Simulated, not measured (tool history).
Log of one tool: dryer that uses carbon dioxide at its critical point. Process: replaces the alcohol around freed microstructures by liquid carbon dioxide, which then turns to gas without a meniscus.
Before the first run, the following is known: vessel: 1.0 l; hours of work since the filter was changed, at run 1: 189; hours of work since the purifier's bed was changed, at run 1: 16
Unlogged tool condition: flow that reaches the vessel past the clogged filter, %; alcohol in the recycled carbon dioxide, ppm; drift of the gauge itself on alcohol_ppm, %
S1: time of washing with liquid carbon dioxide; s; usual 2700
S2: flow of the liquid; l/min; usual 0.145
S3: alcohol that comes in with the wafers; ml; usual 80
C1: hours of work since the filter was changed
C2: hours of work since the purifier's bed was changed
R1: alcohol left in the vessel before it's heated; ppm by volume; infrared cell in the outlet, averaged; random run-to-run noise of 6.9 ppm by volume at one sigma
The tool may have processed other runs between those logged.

run	day	S1	S2	S3	C1	C2	R1
1	0	2700	0.145	80	189	16	395
2	0.588	2700	0.145	80	196	23	397
3	1.679	2700	0.145	80	208	35	423
4	2.454	2700	0.145	80	217	43	400
5	3.588	2700	0.145	80	229	56	417
6	4.567	2220	0.145	80	240	67	1062
7	5.262	2700	0.145	80	248	74	430
8	5.921	2700	0.145	80	255	82	421
9	6.492	2700	0.145	80	261	88	434
10	7.388	2700	0.145	80	271	98	443
11	8.479	2700	0.145	80	283	110	450
12	9.538	1920	0.145	80	295	122	1968
13	10.054	2700	0.145	80	301	128	459
14	10.6	2700	0.145	80	307	134	445
15	11.071	2700	0.145	80	312	139	443
16	11.838	2700	0.089	80	321	147	3242
17	12.5	2580	0.134	22	328	155	234
18	13.517	2580	0.134	22	339	166	251
19	14.621	2580	0.134	22	352	178	264
20	15.558	2580	0.134	22	362	189	268
# day 15.762: inlet filter changed
21	16.662	2580	0.134	22	10	200	205
22	17.571	2580	0.134	22	20	210	209
23	18.221	4080	0.097	28	27	218	142
24	18.846	2100	0.167	27	34	225	236
25	19.808	2100	0.167	27	45	235	235
26	20.896	3720	0.126	80	57	247	154
27	22	2220	0.141	80	69	260	1077
28	23.162	2160	0.113	39	82	272	1357
29	24.121	3120	0.106	80	93	283	820
30	25.238	2520	0.145	26	105	295	225
31	25.8	2520	0.145	26	111	302	221
32	26.446	3900	0.18	43	118	309	71

Across each entry between runs, compare the hidden state at the last listed run before it with the hidden state at the first listed run after it:
Run 20 -> run 21: inlet filter changed (day 15.762)
  flow that reaches the vessel past the clogged filter, %: 93.1 -> 99.6; alcohol in the recycled carbon dioxide, ppm: 38.5 -> 40.5
  measured value less the no-hidden-state value, R1: +97 -> +39 ppm by volume

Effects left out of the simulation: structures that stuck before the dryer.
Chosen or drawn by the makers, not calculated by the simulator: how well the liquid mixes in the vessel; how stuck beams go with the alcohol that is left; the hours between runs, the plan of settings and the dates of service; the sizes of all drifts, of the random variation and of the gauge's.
